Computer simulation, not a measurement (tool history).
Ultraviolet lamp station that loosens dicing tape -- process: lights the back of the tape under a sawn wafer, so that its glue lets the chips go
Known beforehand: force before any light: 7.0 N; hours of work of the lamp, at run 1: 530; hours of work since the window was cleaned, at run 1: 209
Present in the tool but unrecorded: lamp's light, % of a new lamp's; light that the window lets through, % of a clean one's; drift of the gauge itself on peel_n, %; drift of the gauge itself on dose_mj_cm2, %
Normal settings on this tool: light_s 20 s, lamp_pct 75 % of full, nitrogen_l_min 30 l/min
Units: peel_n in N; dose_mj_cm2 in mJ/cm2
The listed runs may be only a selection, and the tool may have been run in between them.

| run | hour | light_s | lamp_pct | nitrogen_l_min | hours of work of the lamp | hours of work since the window was cleaned | peel_n | dose_mj_cm2 |
|---|---|---|---|---|---|---|---|---|
| 1 | 0.0 | 20 | 75 | 30 | 530 | 209 | 1.608 | 291 |
| 2 | 57.3 | 20 | 76 | 30 | 559 | 238 | 1.690 | 283 |
| 3 | 112.7 | 20 | 76 | 30 | 587 | 266 | 1.712 | 279 |
| 4 | 139.8 | 20 | 76 | 30 | 601 | 280 | 1.753 | 276 |
| 5 | 170.1 | 20 | 76 | 30 | 617 | 295 | 1.800 | 263 |
|  | 175.2 | lamp changed |
| 6 | 226.8 | 20 | 76 | 30 | 26 | 323 | 1.181 | 352 |
| 7 | 277.8 | 20 | 76 | 30 | 52 | 349 | 1.276 | 347 |
| 8 | 313.3 | 20 | 75 | 22 | 70 | 367 | 1.489 | 334 |
| 9 | 357.6 | 20 | 75 | 22 | 93 | 390 | 1.603 | 322 |
| 10 | 401.1 | 20 | 75 | 30 | 115 | 412 | 1.377 | 326 |
| 11 | 463.3 | 20 | 75 | 30 | 146 | 443 | 1.406 | 315 |
| 12 | 525.5 | 12 | 75 | 30 | 178 | 475 | 2.739 | 181 |
| 13 | 573.5 | 20 | 75 | 30 | 202 | 499 | 1.545 | 290 |
|  | 577.8 | window cleaned of glue's vapour |
| 14 | 630.4 | 24 | 97 | 36 | 231 | 27 | 0.747 | 419 |
| 15 | 690.0 | 36 | 72 | 27 | 261 | 57 | 0.784 | 456 |
| 16 | 724.6 | 36 | 72 | 27 | 278 | 74 | 0.845 | 443 |
| 17 | 762.0 | 18 | 87 | 25 | 297 | 93 | 2.050 | 260 |
| 18 | 817.1 | 26 | 77 | 15 | 325 | 121 | 1.934 | 325 |
| 19 | 845.9 | 21 | 84 | 9 | 340 | 136 | 2.773 | 281 |
| 20 | 887.7 | 21 | 84 | 13 | 361 | 157 | 2.436 | 277 |
|  | 903.1 | window cleaned of glue's vapour, once more |
| 21 | 916.2 | 21 | 65 | 13 | 375 | 7 | 2.342 | 300 |
| 22 | 974.1 | 16 | 90 | 30 | 405 | 36 | 1.518 | 306 |
| 23 | 1018.5 | 16 | 90 | 30 | 427 | 59 | 1.554 | 299 |
| 24 | 1060.2 | 16 | 75 | 14 | 448 | 80 | 2.667 | 244 |
| 25 | 1099.2 | 32 | 75 | 12 | 468 | 99 | 1.364 | 480 |
| 26 | 1141.9 | 32 | 93 | 30 | 490 | 121 | 0.398 | 583 |

Here are 5 independent what-if runs from the current tool condition. What would each one return?
| A | 1192.0 | 17 | 65 | 18 | 515 | 147 | ? | ? |
| B | 1192.0 | 28 | 71 | 18 | 515 | 147 | ? | ? |
| C | 1192.0 | 32 | 98 | 30 | 515 | 147 | ? | ? |
| D | 1192.0 | 28 | 75 | 51 | 515 | 147 | ? | ? |
| E | 1192.0 | 21 | 91 | 30 | 515 | 147 | ? | ? |

| run | peel_n | dose_mj_cm2 |
|---|---|---|
| A | 2.860 | 213 |
| B | 1.475 | 383 |
| C | 0.382 | 595 |
| D | 0.632 | 404 |
| E | 1.110 | 362 |
Without the tool's hidden state the same runs would have given:
| run | peel_n | dose_mj_cm2 |
|---|---|---|
| A | 1.994 | 299 |
| B | 0.797 | 540 |
| C | 0.160 | 841 |
| D | 0.270 | 570 |
| E | 0.548 | 512 |

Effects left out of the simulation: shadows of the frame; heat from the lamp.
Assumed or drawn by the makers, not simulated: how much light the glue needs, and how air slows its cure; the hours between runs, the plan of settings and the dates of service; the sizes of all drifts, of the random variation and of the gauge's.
